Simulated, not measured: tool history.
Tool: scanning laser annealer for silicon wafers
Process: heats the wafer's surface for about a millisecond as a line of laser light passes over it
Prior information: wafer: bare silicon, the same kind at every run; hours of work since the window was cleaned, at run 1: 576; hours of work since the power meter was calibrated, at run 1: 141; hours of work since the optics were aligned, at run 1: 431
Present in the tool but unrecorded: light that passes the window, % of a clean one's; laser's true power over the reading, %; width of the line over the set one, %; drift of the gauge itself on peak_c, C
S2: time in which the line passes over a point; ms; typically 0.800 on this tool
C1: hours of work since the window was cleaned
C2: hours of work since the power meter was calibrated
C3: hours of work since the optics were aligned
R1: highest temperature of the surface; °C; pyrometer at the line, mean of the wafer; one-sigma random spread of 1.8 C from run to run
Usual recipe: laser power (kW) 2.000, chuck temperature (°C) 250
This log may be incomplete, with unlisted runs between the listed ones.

Run 1, day 0.000: usual settings; C1 576; C2 141; C3 431. Result: R1 1029 °C.
Run 2, day 1.679: usual settings; C1 592; C2 158; C3 448. Result: R1 1032 °C.
Run 3, day 3.329: usual settings; C1 608; C2 174; C3 464. Result: R1 1032 °C.
Run 4, day 4.879: usual settings; C1 623; C2 189; C3 479. Result: R1 1027 °C.
Run 5, day 5.879: usual settings; C1 633; C2 198; C3 488. Result: R1 1031 °C.
At day 6.688: window over the wafer cleaned.
Run 6, day 7.500: usual settings; C1 8; C2 213; C3 503. Result: R1 1045 °C.
Run 7, day 8.858: usual settings; C1 21; C2 226; C3 517. Result: R1 1045 °C.
Run 8, day 10.212: usual settings; C1 34; C2 240; C3 530. Result: R1 1046 °C.
Run 9, day 11.012: usual settings; C1 42; C2 247; C3 537. Result: R1 1045 °C.
Run 10, day 12.833: usual settings but chuck temperature (°C) 236; C1 60; C2 265; C3 555. Result: R1 1029 °C.
Run 11, day 13.788: usual settings but chuck temperature (°C) 236; C1 69; C2 274; C3 564. Result: R1 1030 °C.
At day 14.029: laser's power meter calibrated.
Run 12, day 15.192: usual settings but laser power (kW) 1.824, S2 0.827 ms, chuck temperature (°C) 267; C1 81; C2 11; C3 577. Result: R1 992 °C.
Run 13, day 16.367: usual settings but S2 0.569 ms, chuck temperature (°C) 212; C1 93; C2 23; C3 588. Result: R1 880 °C.
At day 17.458: laser's power meter calibrated, once more.
Run 14, day 18.221: usual settings but S2 0.569 ms, chuck temperature (°C) 212; C1 109; C2 7; C3 605. Result: R1 883 °C.
Run 15, day 20.033: usual settings but S2 0.928 ms, chuck temperature (°C) 256; C1 127; C2 25; C3 622. Result: R1 1111 °C.
Run 16, day 21.771: usual settings but S2 0.928 ms, chuck temperature (°C) 256; C1 144; C2 42; C3 639. Result: R1 1108 °C.
Run 17, day 22.817: usual settings but S2 0.928 ms, chuck temperature (°C) 256; C1 154; C2 52; C3 649. Result: R1 1110 °C.
Run 18, day 23.862: usual settings but laser power (kW) 2.195, S2 0.928 ms, chuck temperature (°C) 256; C1 164; C2 62; C3 660. Result: R1 1203 °C.
Run 19, day 25.417: usual settings but laser power (kW) 2.195, S2 0.928 ms, chuck temperature (°C) 256; C1 179; C2 77; C3 675. Result: R1 1205 °C.

Here are 5 independent what-if runs from the current tool condition. What would each one return?
Run A, day 27.242: usual settings but laser power (kW) 1.919, S2 0.889 ms, chuck temperature (°C) 214; C1 197; C2 95; C3 692. Result: R1 ?.
Run B, day 27.242: usual settings but laser power (kW) 2.195, S2 0.718 ms, chuck temperature (°C) 278; C1 197; C2 95; C3 692. Result: R1 ?.
Run C, day 27.242: usual settings but laser power (kW) 2.142, S2 0.714 ms; C1 197; C2 95; C3 692. Result: R1 ?.
Run D, day 27.242: usual settings but laser power (kW) 2.013, chuck temperature (°C) 255; C1 197; C2 95; C3 692. Result: R1 ?.
Run E, day 27.242: usual settings but laser power (kW) 1.738, S2 0.928 ms, chuck temperature (°C) 256; C1 197; C2 95; C3 692. Result: R1 ?.

run    R1
  A  1010
  B  1110
  C  1059
  D  1051
  E   983
Take away the tool's hidden state, keep each run's random variation, and the runs would have read:
run    R1
  A  1039
  B  1140
  C  1088
  D  1080
  E  1010
